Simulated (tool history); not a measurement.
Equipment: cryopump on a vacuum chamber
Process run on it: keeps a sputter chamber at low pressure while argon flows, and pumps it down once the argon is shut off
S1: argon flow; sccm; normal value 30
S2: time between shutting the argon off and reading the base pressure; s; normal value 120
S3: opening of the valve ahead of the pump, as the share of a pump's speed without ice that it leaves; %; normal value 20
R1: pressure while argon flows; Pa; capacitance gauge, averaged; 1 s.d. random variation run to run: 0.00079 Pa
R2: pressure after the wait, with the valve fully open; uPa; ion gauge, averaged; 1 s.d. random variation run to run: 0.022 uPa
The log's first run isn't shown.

run	hour	S1	S2	S3	R1	R2
2	75.6	30	151	20	0.1629	0.65
3	125.3	30	151	20	0.1652	0.67
# hour 178.4: pump warmed up, emptied and cooled again
4	218.3	30	120	20	0.156	0.72
5	311.7	30	120	20	0.1571	0.75
6	375.2	30	120	55	0.0588	0.8
7	469.2	30	120	55	0.0623	0.84
8	520.9	30	120	20	0.1602	0.86
9	564.3	30	120	20	0.1621	0.84
10	640.8	30	120	44	0.0789	0.86
11	708.8	30	120	44	0.0807	0.97
12	792.1	30	120	44	0.0827	0.96
# hour 829.1: pump warmed up, emptied and cooled again
13	867.8	30	120	20	0.1555	0.85
14	909.1	30	120	20	0.157	0.86
15	984.7	30	120	20	0.1573	0.9
16	1051.1	30	120	20	0.1583	0.98
17	1116.3	30	120	20	0.1594	1.01
18	1199.5	21	84	19	0.1188	1.26
19	1261.3	21	84	19	0.1192	1.23

Predict the results of run 20:
20	1349.6	57	84	49	?	?

Run 20 came out at R1 0.1396 Pa, R2 1.28 uPa.
Without the tool's hidden state the same run would have given R1 0.1199 Pa, R2 0.84 uPa.

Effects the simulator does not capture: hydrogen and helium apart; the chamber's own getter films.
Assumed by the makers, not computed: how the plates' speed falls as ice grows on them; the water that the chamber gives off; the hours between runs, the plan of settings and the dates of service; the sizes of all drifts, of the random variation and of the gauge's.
